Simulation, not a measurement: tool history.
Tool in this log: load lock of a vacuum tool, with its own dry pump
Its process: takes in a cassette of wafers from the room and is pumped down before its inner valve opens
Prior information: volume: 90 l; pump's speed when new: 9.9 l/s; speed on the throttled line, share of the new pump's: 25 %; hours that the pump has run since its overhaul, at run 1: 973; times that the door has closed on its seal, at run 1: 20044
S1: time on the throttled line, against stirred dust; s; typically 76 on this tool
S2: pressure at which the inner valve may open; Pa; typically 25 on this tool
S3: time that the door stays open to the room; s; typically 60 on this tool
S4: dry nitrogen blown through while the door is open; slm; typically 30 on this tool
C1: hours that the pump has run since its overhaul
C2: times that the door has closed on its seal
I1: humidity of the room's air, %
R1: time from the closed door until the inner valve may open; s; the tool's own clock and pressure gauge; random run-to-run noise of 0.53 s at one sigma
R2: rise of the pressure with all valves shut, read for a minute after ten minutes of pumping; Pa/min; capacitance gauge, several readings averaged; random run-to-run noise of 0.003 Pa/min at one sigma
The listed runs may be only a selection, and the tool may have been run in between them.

{"run": 1, "day": 0.0, "S1": 76, "S2": 25, "S3": 60, "S4": 30, "C1": 973, "C2": 20044, "I1": 42.2, "R1": 131.9, "R2": 0.061}
{"run": 2, "day": 13.304, "S1": 76, "S2": 25, "S3": 60, "S4": 30, "C1": 1292, "C2": 21298, "I1": 46.4, "R1": 134.2, "R2": 0.067}
{"run": 3, "day": 28.775, "S1": 76, "S2": 25, "S3": 60, "S4": 43, "C1": 1664, "C2": 22757, "I1": 48.4, "R1": 133, "R2": 0.067}
{"run": 4, "day": 48.833, "S1": 76, "S2": 27, "S3": 60, "S4": 43, "C1": 2145, "C2": 24648, "I1": 44.4, "R1": 133, "R2": 0.066}
{"run": 5, "day": 66.004, "S1": 76, "S2": 27, "S3": 60, "S4": 43, "C1": 2557, "C2": 26268, "I1": 43.3, "R1": 132.8, "R2": 0.08}
{"run": 6, "day": 76.929, "S1": 76, "S2": 25, "S3": 60, "S4": 30, "C1": 2819, "C2": 27297, "I1": 42.2, "R1": 133.9, "R2": 0.079}
{"run": 7, "day": 92.542, "S1": 76, "S2": 25, "S3": 60, "S4": 30, "C1": 3194, "C2": 28770, "I1": 46.5, "R1": 134.8, "R2": 0.09}
{"run": 8, "day": 113.267, "S1": 76, "S2": 25, "S3": 60, "S4": 30, "C1": 3692, "C2": 30724, "I1": 44.8, "R1": 134.9, "R2": 0.098}
{"run": 9, "day": 124.438, "S1": 76, "S2": 25, "S3": 60, "S4": 30, "C1": 3960, "C2": 31777, "I1": 47.6, "R1": 135.5, "R2": 0.099}
{"run": 10, "day": 138.838, "S1": 76, "S2": 25, "S3": 60, "S4": 30, "C1": 4305, "C2": 33135, "I1": 43.8, "R1": 135.2, "R2": 0.102}
{"run": 11, "day": 154.604, "S1": 76, "S2": 25, "S3": 60, "S4": 30, "C1": 4684, "C2": 34622, "I1": 42.8, "R1": 135.5, "R2": 0.11}
{"run": 12, "day": 169.133, "S1": 76, "S2": 25, "S3": 74, "S4": 30, "C1": 5032, "C2": 35992, "I1": 47.5, "R1": 135.6, "R2": 0.118}
{"run": 13, "day": 183.142, "S1": 76, "S2": 25, "S3": 74, "S4": 30, "C1": 5368, "C2": 37312, "I1": 47.9, "R1": 136.5, "R2": 0.123}
{"run": 14, "day": 199.371, "S1": 39, "S2": 25, "S3": 74, "S4": 30, "C1": 5758, "C2": 38843, "I1": 45.7, "R1": 109.8, "R2": 0.134}
{"run": 15, "day": 216.096, "S1": 39, "S2": 25, "S3": 74, "S4": 30, "C1": 6159, "C2": 40420, "I1": 47.8, "R1": 109.3, "R2": 0.137}
{"run": 16, "day": 231.171, "S1": 39, "S2": 25, "S3": 74, "S4": 30, "C1": 6521, "C2": 41841, "I1": 42.6, "R1": 109.9, "R2": 0.151}
{"run": 17, "day": 250.971, "S1": 39, "S2": 25, "S3": 74, "S4": 30, "C1": 6996, "C2": 43708, "I1": 45.9, "R1": 110.7, "R2": 0.158}
{"run": 18, "day": 261.083, "S1": 39, "S2": 25, "S3": 74, "S4": 30, "C1": 7239, "C2": 44662, "I1": 45.9, "R1": 110.9, "R2": 0.168}
{"run": 19, "day": 278.596, "S1": 76, "S2": 18, "S3": 60, "S4": 30, "C1": 7659, "C2": 46313, "I1": 41.1, "R1": 140.3, "R2": 0.174}
{"run": 20, "day": 292.692, "S1": 83, "S2": 25, "S3": 60, "S4": 30, "C1": 7998, "C2": 47642, "I1": 44.4, "R1": 143.8, "R2": 0.178}
{"run": 21, "day": 309.071, "S1": 83, "S2": 25, "S3": 60, "S4": 30, "C1": 8391, "C2": 49186, "I1": 43.1, "R1": 142.7, "R2": 0.178}
{"run": 22, "day": 329.454, "S1": 83, "S2": 37, "S3": 41, "S4": 30, "C1": 8880, "C2": 51108, "I1": 45.7, "R1": 141.1, "R2": 0.191}
{"run": 23, "day": 343.533, "S1": 76, "S2": 35, "S3": 71, "S4": 5, "C1": 9218, "C2": 52436, "I1": 45.3, "R1": 136, "R2": 0.233}
{"run": 24, "day": 360.621, "S1": 76, "S2": 25, "S3": 118, "S4": 6, "C1": 9628, "C2": 54047, "I1": 44.1, "R1": 139.9, "R2": 0.244}
{"day": 371.838, "done": "door's seal changed, seat wiped"}
{"run": 25, "day": 373.417, "S1": 76, "S2": 25, "S3": 118, "S4": 6, "C1": 9934, "C2": 149, "I1": 42.8, "R1": 140.5, "R2": 0.051}
{"run": 26, "day": 382.488, "S1": 110, "S2": 22, "S3": 37, "S4": 8, "C1": 10151, "C2": 1004, "I1": 44.4, "R1": 164.9, "R2": 0.031}
{"day": 393.538, "done": "dry pump taken out, an overhauled one fitted"}
{"run": 27, "day": 400.858, "S1": 110, "S2": 22, "S3": 158, "S4": 8, "C1": 176, "C2": 2713, "I1": 44, "R1": 158.9, "R2": 0.054}
{"run": 28, "day": 411.55, "S1": 94, "S2": 22, "S3": 74, "S4": 8, "C1": 432, "C2": 3721, "I1": 47.7, "R1": 146.5, "R2": 0.041}
{"run": 29, "day": 432.4, "S1": 94, "S2": 22, "S3": 74, "S4": 5, "C1": 933, "C2": 5687, "I1": 44.1, "R1": 147.8, "R2": 0.055}
{"run": 30, "day": 446.583, "S1": 87, "S2": 25, "S3": 74, "S4": 5, "C1": 1273, "C2": 7025, "I1": 43.1, "R1": 141.3, "R2": 0.053}
{"run": 31, "day": 467.621, "S1": 40, "S2": 25, "S3": 60, "S4": 30, "C1": 1778, "C2": 9008, "I1": 47.1, "R1": 107.3, "R2": 0.03}
{"run": 32, "day": 486.85, "S1": 38, "S2": 34, "S3": 111, "S4": 15, "C1": 2239, "C2": 10821, "I1": 39.8, "R1": 103.3, "R2": 0.045}
{"run": 33, "day": 495.796, "S1": 70, "S2": 41, "S3": 128, "S4": 41, "C1": 2454, "C2": 11665, "I1": 44.3, "R1": 125.5, "R2": 0.038}
{"run": 34, "day": 513.462, "S1": 57, "S2": 21, "S3": 121, "S4": 5, "C1": 2878, "C2": 13331, "I1": 46.7, "R1": 122.1, "R2": 0.076}
{"run": 35, "day": 531.954, "S1": 94, "S2": 25, "S3": 91, "S4": 15, "C1": 3322, "C2": 15074, "I1": 45.8, "R1": 148.7, "R2": 0.056}
{"run": 36, "day": 551.608, "S1": 94, "S2": 25, "S3": 91, "S4": 15, "C1": 3794, "C2": 16927, "I1": 44.8, "R1": 149.1, "R2": 0.059}
{"run": 37, "day": 568.621, "S1": 94, "S2": 31, "S3": 91, "S4": 10, "C1": 4202, "C2": 18531, "I1": 45.2, "R1": 146.7, "R2": 0.074}
{"run": 38, "day": 588.9, "S1": 94, "S2": 31, "S3": 91, "S4": 10, "C1": 4689, "C2": 20444, "I1": 45.1, "R1": 147.6, "R2": 0.082}

Alternative continuations, all from the tool just after run 38; predict every row:
{"run": "A", "day": 599.233, "S1": 94, "S2": 31, "S3": 91, "S4": 21, "C1": 4937, "C2": 21418, "I1": 42.8, "R1": "?", "R2": "?"}
{"run": "B", "day": 599.233, "S1": 76, "S2": 25, "S3": 54, "S4": 30, "C1": 4937, "C2": 21418, "I1": 45.7, "R1": "?", "R2": "?"}
{"run": "C", "day": 599.233, "S1": 55, "S2": 35, "S3": 60, "S4": 10, "C1": 4937, "C2": 21418, "I1": 44.8, "R1": "?", "R2": "?"}

run=A R1=146.8 R2=0.067
run=B R1=136.2 R2=0.061
run=C R1=117.4 R2=0.078
Had the tool no hidden state, the same runs would have come out as:
run=A R1=143.4 R2=0.024
run=B R1=132.3 R2=0.018
run=C R1=113.4 R2=0.035
